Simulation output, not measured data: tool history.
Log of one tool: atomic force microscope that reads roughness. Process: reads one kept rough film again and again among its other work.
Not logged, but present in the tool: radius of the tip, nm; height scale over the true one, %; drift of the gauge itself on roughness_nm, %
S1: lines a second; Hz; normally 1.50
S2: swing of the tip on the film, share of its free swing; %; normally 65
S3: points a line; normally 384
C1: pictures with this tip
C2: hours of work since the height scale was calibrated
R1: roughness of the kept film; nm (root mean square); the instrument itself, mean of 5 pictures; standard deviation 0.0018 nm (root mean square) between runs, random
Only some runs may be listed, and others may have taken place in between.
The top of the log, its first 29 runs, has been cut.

{"run": 30, "day": 24.758, "S1": 1.5, "S2": 66, "S3": 718, "C1": 63, "C2": 965, "R1": 1.08}
{"day": 25.692, "done": "new tip fitted"}
{"run": 31, "day": 25.692, "S1": 0.89, "S2": 66, "S3": 502, "C1": 0, "C2": 979, "R1": 1.094}
{"run": 32, "day": 26.875, "S1": 0.89, "S2": 66, "S3": 502, "C1": 60, "C2": 998, "R1": 1.092}
{"day": 27.896, "done": "new tip fitted"}
{"run": 33, "day": 28.067, "S1": 0.77, "S2": 60, "S3": 384, "C1": 9, "C2": 1017, "R1": 1.095}
{"run": 34, "day": 28.858, "S1": 0.88, "S2": 84, "S3": 384, "C1": 50, "C2": 1030, "R1": 1.061}
{"run": 35, "day": 29.762, "S1": 0.84, "S2": 71, "S3": 282, "C1": 96, "C2": 1044, "R1": 1.081}
{"day": 30.038, "done": "new tip fitted"}
{"run": 36, "day": 30.362, "S1": 1.5, "S2": 56, "S3": 384, "C1": 17, "C2": 1054, "R1": 1.093}
{"run": 37, "day": 31.412, "S1": 1.5, "S2": 56, "S3": 384, "C1": 71, "C2": 1071, "R1": 1.092}
{"day": 32.225, "done": "new tip fitted"}
{"run": 38, "day": 32.55, "S1": 1.5, "S2": 56, "S3": 384, "C1": 17, "C2": 1089, "R1": 1.093}
{"run": 39, "day": 33.083, "S1": 1.5, "S2": 65, "S3": 357, "C1": 44, "C2": 1097, "R1": 1.078}
{"run": 40, "day": 33.988, "S1": 1.5, "S2": 65, "S3": 357, "C1": 91, "C2": 1112, "R1": 1.079}
{"day": 34.362, "done": "new tip fitted"}
{"run": 41, "day": 34.996, "S1": 1.02, "S2": 65, "S3": 384, "C1": 32, "C2": 1128, "R1": 1.091}
{"run": 42, "day": 35.875, "S1": 1.5, "S2": 72, "S3": 968, "C1": 78, "C2": 1142, "R1": 1.064}
{"day": 36.533, "done": "new tip fitted"}
{"run": 43, "day": 36.871, "S1": 1.5, "S2": 71, "S3": 384, "C1": 17, "C2": 1157, "R1": 1.063}
{"run": 44, "day": 37.762, "S1": 1.5, "S2": 71, "S3": 384, "C1": 63, "C2": 1172, "R1": 1.066}
{"day": 38.667, "done": "new tip fitted"}
{"run": 45, "day": 38.825, "S1": 1.5, "S2": 71, "S3": 271, "C1": 8, "C2": 1189, "R1": 1.067}
{"run": 46, "day": 39.796, "S1": 1.5, "S2": 76, "S3": 271, "C1": 58, "C2": 1204, "R1": 1.053}
{"run": 47, "day": 40.512, "S1": 0.5, "S2": 65, "S3": 384, "C1": 94, "C2": 1216, "R1": 1.105}
{"day": 40.888, "done": "new tip fitted"}
{"run": 48, "day": 41.25, "S1": 3.63, "S2": 79, "S3": 384, "C1": 19, "C2": 1227, "R1": 0.957}
{"run": 49, "day": 42.379, "S1": 3.63, "S2": 79, "S3": 384, "C1": 77, "C2": 1245, "R1": 0.959}
{"day": 43.071, "done": "new tip fitted"}
{"run": 50, "day": 43.25, "S1": 1.25, "S2": 60, "S3": 384, "C1": 10, "C2": 1259, "R1": 1.09}
{"run": 51, "day": 44.121, "S1": 1.25, "S2": 60, "S3": 384, "C1": 54, "C2": 1273, "R1": 1.09}

Below are 3 alternative next runs, each starting from the tool's condition after run 51. Predict each:
{"run": "A", "day": 44.708, "S1": 1.25, "S2": 60, "S3": 840, "C1": 84, "C2": 1283, "R1": "?"}
{"run": "B", "day": 44.708, "S1": 1.25, "S2": 60, "S3": 304, "C1": 84, "C2": 1283, "R1": "?"}
{"run": "C", "day": 44.708, "S1": 0.55, "S2": 65, "S3": 621, "C1": 84, "C2": 1283, "R1": "?"}

run=A R1=1.092
run=B R1=1.089
run=C R1=1.102
Had the tool no hidden state, the same runs would have come out as:
run=A R1=1.092
run=B R1=1.090
run=C R1=1.102
